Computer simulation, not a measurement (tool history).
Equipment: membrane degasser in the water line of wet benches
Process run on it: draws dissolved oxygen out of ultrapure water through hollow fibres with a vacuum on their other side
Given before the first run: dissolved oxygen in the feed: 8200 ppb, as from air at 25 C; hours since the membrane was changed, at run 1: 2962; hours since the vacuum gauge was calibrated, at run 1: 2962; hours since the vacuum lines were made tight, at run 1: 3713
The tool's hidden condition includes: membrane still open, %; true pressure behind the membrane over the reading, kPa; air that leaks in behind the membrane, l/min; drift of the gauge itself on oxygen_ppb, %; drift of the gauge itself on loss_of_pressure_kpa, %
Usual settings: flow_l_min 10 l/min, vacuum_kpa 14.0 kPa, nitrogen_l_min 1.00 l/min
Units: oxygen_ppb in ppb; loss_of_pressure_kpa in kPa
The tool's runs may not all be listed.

run,hour,flow_l_min,vacuum_kpa,nitrogen_l_min,hours since the membrane was changed,hours since the vacuum gauge was calibrated,hours since the vacuum lines were made tight,oxygen_ppb,loss_of_pressure_kpa
1,0.0,10,14.0,1.00,2962,2962,3713,257.6,38.70
2,169.6,10,14.0,1.00,3132,3132,3883,255.4,39.25
3,271.8,10,14.0,1.00,3234,3234,3985,255.2,38.93
4,475.9,10,14.0,1.00,3438,3438,4189,258.1,38.91
5,629.2,10,14.0,1.00,3591,3591,4342,256.0,38.57
6,730.9,10,14.0,1.00,3693,3693,4444,256.4,38.83
7,926.7,10,22.2,1.00,3889,3889,4640,437.1,38.85
8,1037.2,10,22.2,1.00,3999,3999,4750,435.7,38.77
9,1126.5,10,14.0,1.00,4089,4089,4840,255.6,38.99
10,1238.7,15,14.0,1.00,4201,4201,4952,396.3,58.47
11,1408.1,15,14.0,1.00,4370,4370,5121,397.3,58.46
12,1598.4,15,14.0,0.91,4561,4561,5311,424.2,58.76
13,1749.4,10,14.0,1.00,4712,4712,5462,254.1,38.91
14,1865.1,10,14.0,1.00,4827,4827,5578,253.8,38.71
15,2009.4,10,14.0,1.00,4972,4972,5722,255.4,38.69
16,2188.2,10,14.0,1.00,5150,5150,5901,254.7,39.06
17,2304.5,9,18.7,0.57,5267,5267,6018,529.8,34.99
18,2441.2,11,30.3,1.59,5403,5403,6154,436.2,42.86
19,2610.3,8,25.0,1.59,5572,5572,6323,260.8,31.34
20,2805.0,10,8.7,2.68,5767,5767,6518,58.1,38.66
21,2968.6,14,10.2,0.53,5931,5931,6682,410.0,54.53
22,3118.6,13,14.8,1.60,6081,6081,6832,241.1,50.52
23,3269.3,6,10.8,2.43,6231,6231,6982,46.8,23.44
24,3405.4,7,14.0,1.91,6367,6367,7118,97.3,27.11
25,3494.5,12,11.5,0.76,6457,6457,7208,305.6,47.02
26,3630.5,12,9.8,0.41,6593,6593,7344,405.0,46.89
# hour 3728.5: vacuum gauge calibrated
27,3783.5,12,28.9,0.41,6745,55,7496,1354.0,46.68
28,3916.0,7,21.1,2.30,6878,187,7628,132.2,26.83
29,4053.7,10,12.0,0.44,7015,325,7766,421.1,38.97
30,4164.2,11,9.0,1.87,7126,436,7877,93.1,42.91
31,4279.5,10,9.0,0.60,7241,551,7992,219.8,38.83
32,4453.2,10,9.0,0.60,7415,725,8166,218.5,39.01

Measured result minus the same run's result without the hidden state. Both carry the same run-to-run variation, though not necessarily the same gauge scatter:
run,oxygen_ppb
1,+0.2
2,+0.0
3,-0.1
4,-0.4
5,-0.5
6,-0.6
7,-1.4
8,-1.6
9,-1.0
10,-1.7
11,-2.0
12,-2.4
13,-1.6
14,-1.7
15,-1.9
16,-2.1
17,-4.7
18,-4.1
19,-2.6
20,-0.6
21,-4.6
22,-2.8
23,-0.5
24,-1.2
25,-4.1
26,-5.8
27,-21.1
28,-2.0
29,-6.9
30,-1.4
31,-3.8
32,-3.9
loss_of_pressure_kpa: within 0.05 kPa of the measured result in every run.

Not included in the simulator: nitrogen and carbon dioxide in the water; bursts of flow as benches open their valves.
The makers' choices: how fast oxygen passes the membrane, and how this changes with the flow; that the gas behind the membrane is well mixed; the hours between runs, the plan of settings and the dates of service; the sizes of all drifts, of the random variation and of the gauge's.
